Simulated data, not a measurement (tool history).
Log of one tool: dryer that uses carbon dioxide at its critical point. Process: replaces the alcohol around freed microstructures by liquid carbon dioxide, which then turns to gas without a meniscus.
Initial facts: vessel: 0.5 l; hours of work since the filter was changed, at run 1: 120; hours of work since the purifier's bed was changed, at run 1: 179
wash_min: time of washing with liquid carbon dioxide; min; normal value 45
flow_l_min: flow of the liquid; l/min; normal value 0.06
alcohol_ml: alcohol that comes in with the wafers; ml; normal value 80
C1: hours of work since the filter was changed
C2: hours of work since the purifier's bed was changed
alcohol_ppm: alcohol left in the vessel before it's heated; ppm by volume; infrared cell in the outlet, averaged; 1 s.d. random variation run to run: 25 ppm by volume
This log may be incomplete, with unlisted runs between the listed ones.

Run 1, day 0: usual settings; C1 120; C2 179. Result: alcohol_ppm 2071 ppm by volume.
Run 2, day 1.004: usual settings; C1 128; C2 186. Result: alcohol_ppm 2060 ppm by volume.
Run 3, day 1.621: usual settings but wash_min 37 min; C1 133; C2 191. Result: alcohol_ppm 4511 ppm by volume.
Run 4, day 2.708: usual settings but wash_min 37 min; C1 141; C2 199. Result: alcohol_ppm 4570 ppm by volume.
Run 5, day 3.808: usual settings but wash_min 37 min; C1 150; C2 208. Result: alcohol_ppm 4749 ppm by volume.
Run 6, day 4.35: usual settings but wash_min 37 min; C1 154; C2 212. Result: alcohol_ppm 4659 ppm by volume.
Run 7, day 4.979: usual settings but wash_min 29 min; C1 159; C2 217. Result: alcohol_ppm 9885 ppm by volume.
Run 8, day 5.712: usual settings but wash_min 35 min; C1 164; C2 222. Result: alcohol_ppm 5854 ppm by volume.
Run 9, day 6.479: usual settings but wash_min 35 min; C1 170; C2 228. Result: alcohol_ppm 5773 ppm by volume.
Run 10, day 7.317: usual settings but wash_min 35 min; C1 176; C2 235. Result: alcohol_ppm 5903 ppm by volume.
Run 11, day 8.004: usual settings but wash_min 43 min; C1 182; C2 240. Result: alcohol_ppm 2832 ppm by volume.
Run 12, day 8.712: usual settings but wash_min 43 min; C1 187; C2 245. Result: alcohol_ppm 2718 ppm by volume.
Run 13, day 9.296: usual settings but wash_min 43 min; C1 192; C2 250. Result: alcohol_ppm 2796 ppm by volume.
Run 14, day 9.933: usual settings but wash_min 43 min; C1 197; C2 255. Result: alcohol_ppm 2755 ppm by volume.
Run 15, day 10.775: usual settings but wash_min 29 min; C1 203; C2 261. Result: alcohol_ppm 10355 ppm by volume.
Run 16, day 11.692: usual settings but wash_min 29 min; C1 210; C2 268. Result: alcohol_ppm 10631 ppm by volume.
Run 17, day 12.562: usual settings but wash_min 29 min; C1 217; C2 275. Result: alcohol_ppm 10412 ppm by volume.
Run 18, day 13.462: usual settings but wash_min 29 min; C1 224; C2 282. Result: alcohol_ppm 10792 ppm by volume.
Run 19, day 14.225: usual settings but wash_min 29 min; C1 229; C2 288. Result: alcohol_ppm 10961 ppm by volume.
Run 20, day 15.329: usual settings but wash_min 29 min; C1 238; C2 296. Result: alcohol_ppm 10841 ppm by volume.
Run 21, day 16.238: usual settings but flow_l_min 0.0587 l/min; C1 245; C2 303. Result: alcohol_ppm 2703 ppm by volume.
Run 22, day 17.304: usual settings but flow_l_min 0.0782 l/min; C1 253; C2 311. Result: alcohol_ppm 706 ppm by volume.
Run 23, day 18.333: usual settings but flow_l_min 0.057 l/min, alcohol_ml 65 ml; C1 261; C2 319. Result: alcohol_ppm 2531 ppm by volume.
At day 18.571: inlet filter changed.
Run 24, day 19.125: usual settings but flow_l_min 0.0917 l/min; C1 4; C2 325. Result: alcohol_ppm 150 ppm by volume.

What will run 25 give?
Run 25, day 19.675: usual settings but wash_min 65 min, flow_l_min 0.0437 l/min; C1 8; C2 329. Result: alcohol_ppm ?.

{"run 25": {"alcohol_ppm": 1377}}
The same run, on a tool lacking any hidden state, would have yielded alcohol_ppm 1330 ppm by volume.

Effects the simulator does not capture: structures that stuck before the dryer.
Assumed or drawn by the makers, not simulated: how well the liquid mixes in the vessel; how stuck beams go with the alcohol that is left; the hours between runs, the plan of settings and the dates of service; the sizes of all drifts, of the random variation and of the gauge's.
